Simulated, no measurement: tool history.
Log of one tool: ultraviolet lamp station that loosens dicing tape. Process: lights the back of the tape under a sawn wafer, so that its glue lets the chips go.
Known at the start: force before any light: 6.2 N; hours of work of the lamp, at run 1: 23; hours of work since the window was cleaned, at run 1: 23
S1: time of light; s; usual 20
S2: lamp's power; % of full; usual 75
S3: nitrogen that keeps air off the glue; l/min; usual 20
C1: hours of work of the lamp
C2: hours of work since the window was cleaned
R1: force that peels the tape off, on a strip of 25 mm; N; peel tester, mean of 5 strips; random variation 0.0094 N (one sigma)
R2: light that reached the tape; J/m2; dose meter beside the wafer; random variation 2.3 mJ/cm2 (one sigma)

Run 1, hour 0.0: usual settings; C1 23; C2 23. Result: R1 0.418 N, R2 2170 J/m2.
Run 2, hour 57.6: usual settings; C1 61; C2 61. Result: R1 0.423 N, R2 2120 J/m2.
Run 3, hour 152.5: usual settings; C1 123; C2 123. Result: R1 0.461 N, R2 2060 J/m2.
Run 4, hour 232.9: usual settings but S3 12 l/min; C1 175; C2 175. Result: R1 0.684 N, R2 1990 J/m2.
Run 5, hour 275.1: usual settings but S3 12 l/min; C1 203; C2 203. Result: R1 0.688 N, R2 1960 J/m2.
Run 6, hour 344.6: usual settings but S3 12 l/min; C1 248; C2 248. Result: R1 0.733 N, R2 1880 J/m2.
Run 7, hour 413.3: usual settings but S3 8 l/min; C1 293; C2 293. Result: R1 0.984 N, R2 1860 J/m2.
Run 8, hour 456.2: usual settings but S1 19 s; C1 321; C2 321. Result: R1 0.658 N, R2 1740 J/m2.
Run 9, hour 523.3: usual settings but S1 33 s; C1 364; C2 364. Result: R1 0.254 N, R2 2920 J/m2.
Run 10, hour 604.6: usual settings but S1 33 s; C1 417; C2 417. Result: R1 0.250 N, R2 2860 J/m2.
Run 11, hour 692.2: usual settings but S1 33 s; C1 474; C2 474. Result: R1 0.273 N, R2 2750 J/m2.
At hour 740.7: window cleaned of glue's vapour.
Run 12, hour 763.0: usual settings; C1 520; C2 15. Result: R1 0.525 N, R2 1890 J/m2.
Run 13, hour 850.1: usual settings; C1 577; C2 71. Result: R1 0.587 N, R2 1750 J/m2.
Run 14, hour 891.8: usual settings; C1 604; C2 98. Result: R1 0.612 N, R2 1800 J/m2.
Run 15, hour 986.8: usual settings; C1 666; C2 160. Result: R1 0.658 N, R2 1740 J/m2.
Run 16, hour 1066.9: usual settings; C1 718; C2 213. Result: R1 0.680 N, R2 1660 J/m2.
Run 17, hour 1158.3: usual settings; C1 778; C2 272. Result: R1 0.736 N, R2 1610 J/m2.
Run 18, hour 1235.5: usual settings; C1 828; C2 322. Result: R1 0.779 N, R2 1550 J/m2.
At hour 1264.6: lamp changed.
Run 19, hour 1277.5: usual settings; C1 8; C2 349. Result: R1 0.492 N, R2 1980 J/m2.
Run 20, hour 1324.3: usual settings; C1 39; C2 380. Result: R1 0.513 N, R2 1920 J/m2.
Run 21, hour 1399.5: usual settings but S3 27 l/min; C1 88; C2 429. Result: R1 0.442 N, R2 1890 J/m2.
Run 22, hour 1466.4: usual settings but S1 28 s; C1 132; C2 472. Result: R1 0.289 N, R2 2590 J/m2.
At hour 1519.4: window cleaned of glue's vapour.
Run 23, hour 1563.6: usual settings but S1 28 s; C1 194; C2 29. Result: R1 0.242 N, R2 2890 J/m2.
Run 24, hour 1613.1: usual settings; C1 227; C2 61. Result: R1 0.465 N, R2 2010 J/m2.
Run 25, hour 1700.1: usual settings but S1 34 s, S2 88 % of full; C1 283; C2 118. Result: R1 0.171 N, R2 3920 J/m2.
Run 26, hour 1742.8: usual settings but S1 37 s, S3 7 l/min; C1 311; C2 146. Result: R1 0.306 N, R2 3500 J/m2.
Run 27, hour 1828.8: usual settings but S1 37 s, S2 67 % of full, S3 7 l/min; C1 367; C2 202. Result: R1 0.386 N, R2 3110 J/m2.
Run 28, hour 1883.3: usual settings but S1 12 s, S2 76 % of full, S3 30 l/min; C1 403; C2 237. Result: R1 1.163 N, R2 1130 J/m2.
Run 29, hour 1963.1: usual settings but S1 12 s, S2 76 % of full, S3 30 l/min; C1 455; C2 289. Result: R1 1.239 N, R2 1050 J/m2.
Run 30, hour 2025.7: usual settings but S1 12 s, S2 76 % of full, S3 30 l/min; C1 495; C2 330. Result: R1 1.274 N, R2 1050 J/m2.
Run 31, hour 2090.8: usual settings but S1 28 s; C1 538; C2 372. Result: R1 0.347 N, R2 2370 J/m2.
Run 32, hour 2153.7: usual settings but S1 11 s, S2 84 % of full, S3 28 l/min; C1 579; C2 413. Result: R1 1.356 N, R2 1000 J/m2.
Run 33, hour 2222.1: usual settings but S2 63 % of full, S3 28 l/min; C1 623; C2 458. Result: R1 0.861 N, R2 1370 J/m2.
At hour 2295.0: window cleaned of glue's vapour.
Run 34, hour 2297.1: usual settings but S1 33 s, S2 63 % of full; C1 672; C2 1. Result: R1 0.319 N, R2 2460 J/m2.
Run 35, hour 2368.3: usual settings but S1 28 s, S2 63 % of full, S3 37 l/min; C1 718; C2 48. Result: R1 0.344 N, R2 2070 J/m2.
Run 36, hour 2459.7: usual settings but S1 19 s, S2 64 % of full, S3 37 l/min; C1 778; C2 107. Result: R1 0.711 N, R2 1370 J/m2.
Run 37, hour 2524.9: usual settings but S1 16 s, S3 6 l/min; C1 820; C2 150. Result: R1 1.803 N, R2 1310 J/m2.
At hour 2566.4: lamp changed.
Run 38, hour 2567.9: usual settings but S1 16 s, S3 6 l/min; C1 1; C2 177. Result: R1 1.362 N, R2 1640 J/m2.
Run 39, hour 2650.2: usual settings but S1 16 s, S3 25 l/min; C1 55; C2 231. Result: R1 0.675 N, R2 1630 J/m2.
Run 40, hour 2709.0: usual settings but S1 16 s, S3 25 l/min; C1 93; C2 269. Result: R1 0.662 N, R2 1590 J/m2.
Run 41, hour 2750.9: usual settings but S1 16 s, S3 25 l/min; C1 120; C2 296. Result: R1 0.697 N, R2 1550 J/m2.
Run 42, hour 2829.6: usual settings but S1 16 s, S2 97 % of full; C1 171; C2 348. Result: R1 0.513 N, R2 1940 J/m2.
Run 43, hour 2913.3: usual settings but S1 16 s, S2 97 % of full; C1 226; C2 402. Result: R1 0.534 N, R2 1920 J/m2.
Run 44, hour 3004.0: usual settings but S2 74 % of full, S3 14 l/min; C1 285; C2 461. Result: R1 0.754 N, R2 1710 J/m2.

Forecast each of these 3 alternatives for the next run:
At hour 3069.4: window cleaned of glue's vapour.
Run A, hour 3071.4: usual settings but S1 35 s, S2 92 % of full, S3 9 l/min; C1 329; C2 1. Result: R1 ?, R2 ?.
At hour 3069.4: window cleaned of glue's vapour.
Run B, hour 3071.4: usual settings but S1 22 s, S2 61 % of full, S3 12 l/min; C1 329; C2 1. Result: R1 ?, R2 ?.
At hour 3069.4: window cleaned of glue's vapour.
Run C, hour 3071.4: usual settings but S1 39 s; C1 329; C2 1. Result: R1 ?, R2 ?.

run     R1    R2
  A  0.212  4270
  B  0.802  1780
  C  0.177  3850
Without the tool's hidden state the same runs would have given:
run     R1    R2
  A  0.192  4730
  B  0.664  1980
  C  0.167  4270
